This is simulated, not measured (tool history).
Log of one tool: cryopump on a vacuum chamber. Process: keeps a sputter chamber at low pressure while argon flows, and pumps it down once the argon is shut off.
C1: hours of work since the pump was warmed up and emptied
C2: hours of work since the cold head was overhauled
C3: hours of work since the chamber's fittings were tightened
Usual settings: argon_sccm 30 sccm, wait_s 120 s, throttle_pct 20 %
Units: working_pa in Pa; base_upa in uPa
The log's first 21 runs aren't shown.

run 22 hour=1640.0 | argon_sccm=30 wait_s=120 throttle_pct=16 | C1=555 C2=4175 C3=149 | working_pa=0.1792 base_upa=0.92
run 23 hour=1693.3 | argon_sccm=30 wait_s=120 throttle_pct=16 | C1=598 C2=4219 C3=193 | working_pa=0.1795 base_upa=1.01
-- hour=1773.1 pump warmed up, emptied and cooled again
run 24 hour=1773.1 | argon_sccm=45 wait_s=270 throttle_pct=20 | C1=0 C2=4280 C3=254 | working_pa=0.2042 base_upa=0.63
run 25 hour=1869.0 | argon_sccm=45 wait_s=270 throttle_pct=20 | C1=79 C2=4359 C3=333 | working_pa=0.2056 base_upa=0.73
run 26 hour=1974.4 | argon_sccm=48 wait_s=272 throttle_pct=20 | C1=165 C2=4445 C3=419 | working_pa=0.2211 base_upa=0.87
run 27 hour=2081.5 | argon_sccm=48 wait_s=62 throttle_pct=51 | C1=253 C2=4533 C3=507 | working_pa=0.0923 base_upa=1.78
run 28 hour=2147.3 | argon_sccm=17 wait_s=21 throttle_pct=51 | C1=307 C2=4587 C3=561 | working_pa=0.0331 base_upa=3.66
run 29 hour=2215.0 | argon_sccm=16 wait_s=32 throttle_pct=18 | C1=362 C2=4642 C3=616 | working_pa=0.0826 base_upa=2.82
run 30 hour=2273.1 | argon_sccm=21 wait_s=40 throttle_pct=40 | C1=410 C2=4690 C3=664 | working_pa=0.0510 base_upa=2.58
run 31 hour=2382.8 | argon_sccm=41 wait_s=40 throttle_pct=43 | C1=499 C2=4780 C3=754 | working_pa=0.0987 base_upa=2.60
run 32 hour=2496.3 | argon_sccm=41 wait_s=40 throttle_pct=43 | C1=592 C2=4873 C3=847 | working_pa=0.1015 base_upa=2.89
-- hour=2582.9 pump warmed up, emptied and cooled again
run 33 hour=2607.6 | argon_sccm=25 wait_s=51 throttle_pct=17 | C1=20 C2=4960 C3=934 | working_pa=0.1343 base_upa=2.28
run 34 hour=2692.0 | argon_sccm=25 wait_s=51 throttle_pct=17 | C1=89 C2=5029 C3=1003 | working_pa=0.1337 base_upa=2.33

Forecast each of these 4 alternatives for the next run:
run A hour=2814.4 | argon_sccm=19 wait_s=25 throttle_pct=46 | C1=190 C2=5129 C3=1103 | working_pa=? base_upa=?
run B hour=2814.4 | argon_sccm=15 wait_s=92 throttle_pct=44 | C1=190 C2=5129 C3=1103 | working_pa=? base_upa=?
run C hour=2814.4 | argon_sccm=24 wait_s=116 throttle_pct=34 | C1=190 C2=5129 C3=1103 | working_pa=? base_upa=?
run D hour=2814.4 | argon_sccm=30 wait_s=120 throttle_pct=34 | C1=190 C2=5129 C3=1103 | working_pa=? base_upa=?

run=A working_pa=0.0394 base_upa=3.78
run=B working_pa=0.0315 base_upa=1.99
run=C working_pa=0.0667 base_upa=1.80
run=D working_pa=0.0831 base_upa=1.79
Without the tool's hidden state the same runs would have given:
run=A working_pa=0.0371 base_upa=2.60
run=B working_pa=0.0298 base_upa=0.83
run=C working_pa=0.0639 base_upa=0.65
run=D working_pa=0.0795 base_upa=0.65
